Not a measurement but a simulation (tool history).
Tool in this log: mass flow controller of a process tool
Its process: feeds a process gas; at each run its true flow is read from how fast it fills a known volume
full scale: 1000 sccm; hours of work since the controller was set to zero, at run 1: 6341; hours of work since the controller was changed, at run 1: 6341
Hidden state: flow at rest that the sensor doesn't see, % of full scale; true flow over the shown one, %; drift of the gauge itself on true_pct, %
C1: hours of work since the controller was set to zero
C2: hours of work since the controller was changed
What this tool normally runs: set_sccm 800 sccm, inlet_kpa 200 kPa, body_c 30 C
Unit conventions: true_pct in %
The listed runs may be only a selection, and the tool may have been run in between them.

Run 1, day 0.000: usual settings; C1 6341; C2 6341. Result: true_pct 100.06 %.
Run 2, day 14.508: usual settings; C1 6577; C2 6577. Result: true_pct 99.99 %.
Run 3, day 25.829: usual settings; C1 6762; C2 6762. Result: true_pct 99.80 %.
Run 4, day 40.108: usual settings; C1 6994; C2 6994. Result: true_pct 99.73 %.
Run 5, day 50.717: usual settings; C1 7167; C2 7167. Result: true_pct 99.60 %.
Run 6, day 59.979: usual settings; C1 7318; C2 7318. Result: true_pct 99.50 %.
At day 65.521: controller's zero set anew.
Run 7, day 71.767: usual settings but inlet_kpa 244 kPa; C1 102; C2 7509. Result: true_pct 99.66 %.
Run 8, day 87.025: usual settings but inlet_kpa 244 kPa; C1 350; C2 7758. Result: true_pct 99.60 %.
Run 9, day 96.062: usual settings but inlet_kpa 210 kPa; C1 497; C2 7905. Result: true_pct 99.13 %.
Run 10, day 110.433: usual settings but inlet_kpa 224 kPa; C1 731; C2 8139. Result: true_pct 99.13 %.
Run 11, day 121.329: usual settings but set_sccm 509 sccm, inlet_kpa 176 kPa, body_c 23 C; C1 909; C2 8316. Result: true_pct 97.77 %.
Run 12, day 129.462: usual settings but set_sccm 509 sccm, inlet_kpa 176 kPa; C1 1041; C2 8449. Result: true_pct 98.28 %.
Run 13, day 144.196: usual settings but set_sccm 641 sccm, inlet_kpa 176 kPa; C1 1281; C2 8688. Result: true_pct 98.24 %.
Run 14, day 151.442: usual settings but inlet_kpa 236 kPa, body_c 28 C; C1 1399; C2 8806. Result: true_pct 98.67 %.
Run 15, day 164.367: usual settings but set_sccm 806 sccm, inlet_kpa 214 kPa, body_c 36 C; C1 1609; C2 9017. Result: true_pct 99.02 %.
Run 16, day 177.071: usual settings but set_sccm 806 sccm, inlet_kpa 214 kPa, body_c 36 C; C1 1816; C2 9224. Result: true_pct 98.84 %.
Run 17, day 183.817: usual settings but set_sccm 212 sccm, body_c 38 C; C1 1926; C2 9333. Result: true_pct 97.99 %.

3 options for the next run, each taken on its own from the tool as it stands now. Forecast them:
Run A, day 196.221: usual settings but set_sccm 321 sccm, inlet_kpa 201 kPa, body_c 21 C; C1 2128; C2 9535. Result: true_pct ?.
Run B, day 196.221: usual settings but set_sccm 463 sccm, body_c 32 C; C1 2128; C2 9535. Result: true_pct ?.
Run C, day 196.221: usual settings but set_sccm 731 sccm, inlet_kpa 153 kPa, body_c 34 C; C1 2128; C2 9535. Result: true_pct ?.

run  true_pct
  A     96.78
  B     97.83
  C     97.93
Take away the tool's hidden state, keep each run's random variation, and the runs would have read:
run  true_pct
  A     98.74
  B     99.82
  C     99.92

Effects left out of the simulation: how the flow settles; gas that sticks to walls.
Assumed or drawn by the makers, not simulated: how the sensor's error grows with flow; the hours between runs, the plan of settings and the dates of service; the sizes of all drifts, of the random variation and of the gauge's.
